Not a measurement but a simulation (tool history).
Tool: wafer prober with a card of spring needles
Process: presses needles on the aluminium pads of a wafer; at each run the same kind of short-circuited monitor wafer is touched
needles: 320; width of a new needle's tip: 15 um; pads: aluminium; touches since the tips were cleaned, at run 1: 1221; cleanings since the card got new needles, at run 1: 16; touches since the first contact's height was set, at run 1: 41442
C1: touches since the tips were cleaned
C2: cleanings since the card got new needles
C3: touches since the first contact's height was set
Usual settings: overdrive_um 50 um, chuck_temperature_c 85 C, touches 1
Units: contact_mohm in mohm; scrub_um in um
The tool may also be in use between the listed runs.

run 1 hour=0.0 | overdrive_um=50 chuck_temperature_c=85 touches=1 | C1=1221 C2=16 C3=41442 | contact_mohm=404 scrub_um=6.22
-- hour=4.6 tips cleaned on abrasive film
run 2 hour=9.8 | overdrive_um=50 chuck_temperature_c=85 touches=1 | C1=1204 C2=17 C3=43682 | contact_mohm=401 scrub_um=6.16
-- hour=15.0 tips cleaned on abrasive film
run 3 hour=20.0 | overdrive_um=50 chuck_temperature_c=85 touches=1 | C1=1157 C2=18 C3=45996 | contact_mohm=404 scrub_um=6.20
-- hour=25.5 tips cleaned on abrasive film
run 4 hour=31.3 | overdrive_um=50 chuck_temperature_c=85 touches=1 | C1=1317 C2=19 C3=48557 | contact_mohm=410 scrub_um=6.13
-- hour=36.0 tips cleaned on abrasive film
run 5 hour=39.1 | overdrive_um=50 chuck_temperature_c=85 touches=1 | C1=713 C2=20 C3=50331 | contact_mohm=367 scrub_um=6.18
run 6 hour=44.4 | overdrive_um=50 chuck_temperature_c=85 touches=1 | C1=1936 C2=20 C3=51554 | contact_mohm=457 scrub_um=6.24
-- hour=46.0 tips cleaned on abrasive film
run 7 hour=50.5 | overdrive_um=50 chuck_temperature_c=30 touches=1 | C1=1020 C2=21 C3=52925 | contact_mohm=384 scrub_um=6.11
-- hour=56.5 tips cleaned on abrasive film
run 8 hour=56.5 | overdrive_um=50 chuck_temperature_c=30 touches=2 | C1=8 C2=22 C3=54297 | contact_mohm=264 scrub_um=6.05
-- hour=66.7 tips cleaned on abrasive film
run 9 hour=66.7 | overdrive_um=50 chuck_temperature_c=30 touches=2 | C1=0 C2=23 C3=56602 | contact_mohm=273 scrub_um=6.16
-- hour=76.6 tips cleaned on abrasive film
run 10 hour=76.6 | overdrive_um=63 chuck_temperature_c=85 touches=1 | C1=6 C2=24 C3=58862 | contact_mohm=281 scrub_um=7.68
-- hour=86.6 tips cleaned on abrasive film
run 11 hour=88.4 | overdrive_um=35 chuck_temperature_c=112 touches=3 | C1=395 C2=25 C3=61542 | contact_mohm=344 scrub_um=4.09
run 12 hour=96.2 | overdrive_um=35 chuck_temperature_c=112 touches=3 | C1=2199 C2=25 C3=63346 | contact_mohm=461 scrub_um=4.10
-- hour=97.4 tips cleaned on abrasive film
run 13 hour=106.5 | overdrive_um=50 chuck_temperature_c=85 touches=3 | C1=2103 C2=26 C3=65689 | contact_mohm=351 scrub_um=6.03
-- hour=107.5 tips cleaned on abrasive film
run 14 hour=112.4 | overdrive_um=50 chuck_temperature_c=85 touches=3 | C1=1127 C2=27 C3=67030 | contact_mohm=322 scrub_um=6.14

Hidden state or all else? Some run-to-run changes of contact_mohm, split into what the settings, what came in and random variation would give without the hidden state, and what is left for the hidden state (with any gauge scatter that isn't in both results):
The hidden state here: debris on the tips, nm; way that the needles fall short of the set height, um; tips' diameter, um; drift of the gauge itself on contact_mohm, %; drift of the gauge itself on scrub_um, %.
Run 7 -> 8: touches 1 -> 2, tips cleaned on abrasive film. contact_mohm -120 mohm: hidden state -124, all else +4.
